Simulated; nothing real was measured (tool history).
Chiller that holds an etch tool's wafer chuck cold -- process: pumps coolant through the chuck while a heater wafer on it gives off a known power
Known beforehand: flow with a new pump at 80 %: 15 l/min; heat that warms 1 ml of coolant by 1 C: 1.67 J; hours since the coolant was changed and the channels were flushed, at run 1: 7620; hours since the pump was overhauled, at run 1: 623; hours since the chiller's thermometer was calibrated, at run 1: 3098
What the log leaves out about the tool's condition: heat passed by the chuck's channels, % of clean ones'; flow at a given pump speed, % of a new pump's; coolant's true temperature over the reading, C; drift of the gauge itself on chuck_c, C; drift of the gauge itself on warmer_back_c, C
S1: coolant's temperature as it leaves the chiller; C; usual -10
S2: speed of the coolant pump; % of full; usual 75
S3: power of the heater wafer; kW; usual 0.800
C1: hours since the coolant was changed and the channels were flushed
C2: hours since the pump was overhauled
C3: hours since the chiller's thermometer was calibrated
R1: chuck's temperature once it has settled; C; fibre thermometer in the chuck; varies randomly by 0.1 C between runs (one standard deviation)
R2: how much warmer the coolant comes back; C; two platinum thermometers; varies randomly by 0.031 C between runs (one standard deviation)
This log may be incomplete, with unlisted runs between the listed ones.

run 1 day=0.000 | S1=-10 S2=75 S3=0.800 | C1=7620 C2=623 C3=3098 | R1=-3.0 R2=2.09
run 2 day=1.483 | S1=-10 S2=68 S3=0.800 | C1=7655 C2=658 C3=3134 | R1=-2.7 R2=2.25
run 3 day=3.996 | S1=-10 S2=68 S3=0.800 | C1=7715 C2=719 C3=3194 | R1=-2.6 R2=2.28
run 4 day=6.621 | S1=-10 S2=75 S3=0.800 | C1=7778 C2=782 C3=3257 | R1=-2.9 R2=2.07
run 5 day=9.075 | S1=-10 S2=75 S3=0.800 | C1=7837 C2=840 C3=3316 | R1=-3.0 R2=2.01
run 6 day=11.471 | S1=-1 S2=75 S3=0.800 | C1=7895 C2=898 C3=3374 | R1=6.2 R2=2.04
run 7 day=13.792 | S1=-15 S2=75 S3=0.800 | C1=7950 C2=954 C3=3429 | R1=-7.9 R2=2.08
run 8 day=16.438 | S1=-10 S2=75 S3=0.800 | C1=8014 C2=1017 C3=3493 | R1=-3.1 R2=2.04
run 9 day=19.058 | S1=-10 S2=75 S3=0.800 | C1=8077 C2=1080 C3=3556 | R1=-3.1 R2=2.01
run 10 day=21.700 | S1=-10 S2=75 S3=0.800 | C1=8140 C2=1143 C3=3619 | R1=-2.8 R2=1.98
run 11 day=23.358 | S1=-10 S2=75 S3=0.800 | C1=8180 C2=1183 C3=3659 | R1=-2.9 R2=1.98
run 12 day=25.971 | S1=-10 S2=75 S3=0.800 | C1=8243 C2=1246 C3=3722 | R1=-3.0 R2=1.97
run 13 day=29.321 | S1=-10 S2=75 S3=0.800 | C1=8323 C2=1326 C3=3802 | R1=-2.9 R2=1.99
run 14 day=30.912 | S1=-10 S2=75 S3=0.800 | C1=8361 C2=1365 C3=3840 | R1=-2.9 R2=1.97
-- day=31.317 coolant changed, channels flushed
run 15 day=33.938 | S1=-10 S2=75 S3=0.800 | C1=63 C2=1431 C3=3907 | R1=-3.0 R2=1.94
run 16 day=37.100 | S1=-10 S2=75 S3=0.800 | C1=139 C2=1507 C3=3983 | R1=-2.8 R2=1.99
run 17 day=39.242 | S1=-10 S2=76 S3=0.551 | C1=190 C2=1558 C3=4034 | R1=-5.1 R2=1.30
run 18 day=41.067 | S1=-10 S2=88 S3=1.007 | C1=234 C2=1602 C3=4078 | R1=-2.0 R2=2.04
run 19 day=43.008 | S1=-14 S2=86 S3=0.491 | C1=281 C2=1649 C3=4125 | R1=-10.1 R2=0.96
run 20 day=45.783 | S1=-14 S2=61 S3=0.693 | C1=347 C2=1715 C3=4191 | R1=-7.1 R2=2.17
-- day=47.150 chiller's thermometer calibrated
run 21 day=47.729 | S1=-10 S2=64 S3=0.879 | C1=393 C2=1761 C3=14 | R1=-1.6 R2=2.62
run 22 day=50.500 | S1=-10 S2=75 S3=0.621 | C1=459 C2=1828 C3=80 | R1=-4.6 R2=1.43
run 23 day=51.971 | S1=-16 S2=75 S3=1.066 | C1=495 C2=1863 C3=116 | R1=-6.7 R2=2.61
run 24 day=55.033 | S1=-12 S2=76 S3=0.536 | C1=568 C2=1936 C3=189 | R1=-7.4 R2=1.25
run 25 day=57.238 | S1=-16 S2=75 S3=1.192 | C1=621 C2=1989 C3=242 | R1=-5.6 R2=2.91
run 26 day=59.700 | S1=-18 S2=92 S3=0.590 | C1=680 C2=2048 C3=301 | R1=-13.4 R2=1.06
run 27 day=61.629 | S1=-18 S2=64 S3=1.154 | C1=727 C2=2095 C3=347 | R1=-6.7 R2=3.37
run 28 day=63.217 | S1=-18 S2=64 S3=1.154 | C1=765 C2=2133 C3=386 | R1=-7.0 R2=3.39
run 29 day=65.004 | S1=-9 S2=84 S3=1.064 | C1=808 C2=2176 C3=428 | R1=-0.3 R2=2.20
run 30 day=66.542 | S1=-9 S2=83 S3=1.064 | C1=844 C2=2213 C3=465 | R1=-0.3 R2=2.23
run 31 day=69.008 | S1=-10 S2=70 S3=1.064 | C1=904 C2=2272 C3=525 | R1=-0.1 R2=2.77

Hidden state at the last listed run before each entry between runs and at the first one after, where it differs:
Between runs 14 and 15: coolant changed, channels flushed (day 31.317)
  heat passed by the chuck's channels, % of clean ones': 99.5 -> 100
  measured less the result without the state, R2: -0.09 -> -0.09 C
Between runs 20 and 21: chiller's thermometer calibrated (day 47.150)
  nothing in the hidden state changes from one run to the other
  measured less the result without the state, R2: -0.13 -> -0.13 C
